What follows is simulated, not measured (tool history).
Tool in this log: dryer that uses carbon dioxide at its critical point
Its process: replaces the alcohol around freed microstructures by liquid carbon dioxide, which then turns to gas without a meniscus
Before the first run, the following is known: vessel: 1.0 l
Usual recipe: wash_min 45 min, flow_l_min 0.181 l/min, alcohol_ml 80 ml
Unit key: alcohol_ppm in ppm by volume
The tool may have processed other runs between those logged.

| run | hour | wash_min | flow_l_min | alcohol_ml | alcohol_ppm |
|---|---|---|---|---|---|
| 1 | 0.0 | 45 | 0.181 | 80 | 398 |
| 2 | 36.2 | 45 | 0.181 | 20 | 165 |
|  | 77.9 | inlet filter changed |
| 3 | 78.0 | 45 | 0.181 | 80 | 245 |
| 4 | 128.5 | 45 | 0.181 | 80 | 243 |
| 5 | 156.0 | 45 | 0.172 | 80 | 332 |
| 6 | 222.7 | 45 | 0.170 | 80 | 372 |
| 7 | 257.3 | 45 | 0.170 | 80 | 408 |
| 8 | 288.8 | 45 | 0.181 | 80 | 330 |
| 9 | 349.1 | 45 | 0.181 | 80 | 348 |
| 10 | 402.6 | 45 | 0.181 | 70 | 353 |
| 11 | 469.2 | 45 | 0.181 | 70 | 396 |
| 12 | 501.9 | 45 | 0.270 | 70 | 162 |
| 13 | 556.9 | 45 | 0.181 | 80 | 495 |
| 14 | 588.7 | 45 | 0.181 | 73 | 490 |
|  | 609.6 | inlet filter changed |
| 15 | 643.9 | 45 | 0.181 | 73 | 293 |
| 16 | 690.6 | 45 | 0.181 | 80 | 331 |
| 17 | 746.8 | 45 | 0.181 | 80 | 359 |
| 18 | 786.0 | 45 | 0.181 | 80 | 378 |
| 19 | 842.7 | 45 | 0.181 | 80 | 400 |
| 20 | 893.5 | 45 | 0.181 | 80 | 431 |
| 21 | 938.4 | 52 | 0.181 | 80 | 302 |
| 22 | 977.5 | 52 | 0.181 | 80 | 323 |
| 23 | 1024.9 | 45 | 0.181 | 34 | 342 |
| 24 | 1091.2 | 40 | 0.181 | 80 | 841 |
|  | 1141.9 | inlet filter changed |
| 25 | 1156.4 | 40 | 0.181 | 80 | 510 |
|  | 1165.7 | purifier's bed changed |
| 26 | 1187.2 | 40 | 0.181 | 80 | 323 |
| 27 | 1249.8 | 36 | 0.181 | 24 | 198 |
| 28 | 1304.7 | 36 | 0.181 | 24 | 221 |
| 29 | 1355.7 | 36 | 0.181 | 24 | 235 |
| 30 | 1417.7 | 36 | 0.181 | 24 | 268 |
| 31 | 1461.2 | 36 | 0.151 | 44 | 1006 |
| 32 | 1529.3 | 45 | 0.202 | 73 | 193 |
| 33 | 1570.8 | 49 | 0.202 | 73 | 153 |
| 34 | 1631.3 | 34 | 0.264 | 24 | 129 |
|  | 1677.3 | inlet filter changed |
| 35 | 1690.1 | 34 | 0.264 | 24 | 118 |
| 36 | 1722.7 | 34 | 0.163 | 42 | 709 |
| 37 | 1766.6 | 34 | 0.163 | 42 | 727 |
| 38 | 1825.6 | 34 | 0.163 | 42 | 792 |
| 39 | 1872.3 | 34 | 0.163 | 42 | 810 |
| 40 | 1916.1 | 45 | 0.181 | 35 | 205 |
| 41 | 1949.6 | 63 | 0.136 | 112 | 358 |
| 42 | 2012.2 | 45 | 0.181 | 73 | 373 |
| 43 | 2053.8 | 45 | 0.181 | 73 | 400 |
| 44 | 2106.7 | 45 | 0.181 | 72 | 423 |
| 45 | 2158.3 | 45 | 0.181 | 72 | 458 |
|  | 2211.0 | inlet filter changed |
| 46 | 2226.1 | 45 | 0.181 | 59 | 262 |

For some of the steps in alcohol_ppm from one run to the next: how much would appear even if the tool had no hidden state, given the settings, what came in and random variation, and how much remains for the hidden state plus any gauge scatter that the measured result and the result without hidden state don't share?
Unlogged tool condition in this case: flow that reaches the vessel past the clogged filter, %; alcohol in the recycled carbon dioxide, ppm; drift of the gauge itself on alcohol_ppm, %.
Run 23 -> 24: wash_min 45 -> 40, alcohol_ml 34 -> 80. alcohol_ppm +499 ppm by volume: hidden state +274, all else +225.
Run 24 -> 25: inlet filter changed. alcohol_ppm -331 ppm by volume: hidden state -317, all else -14.
Run 30 -> 31: flow_l_min 0.181 -> 0.151, alcohol_ml 24 -> 44. alcohol_ppm +738 ppm by volume: hidden state +232, all else +506.
Run 31 -> 32: wash_min 36 -> 45, flow_l_min 0.151 -> 0.202, alcohol_ml 44 -> 73. alcohol_ppm -813 ppm by volume: hidden state -217, all else -596.
Run 39 -> 40: wash_min 34 -> 45, flow_l_min 0.163 -> 0.181, alcohol_ml 42 -> 35. alcohol_ppm -605 ppm by volume: hidden state -108, all else -497.

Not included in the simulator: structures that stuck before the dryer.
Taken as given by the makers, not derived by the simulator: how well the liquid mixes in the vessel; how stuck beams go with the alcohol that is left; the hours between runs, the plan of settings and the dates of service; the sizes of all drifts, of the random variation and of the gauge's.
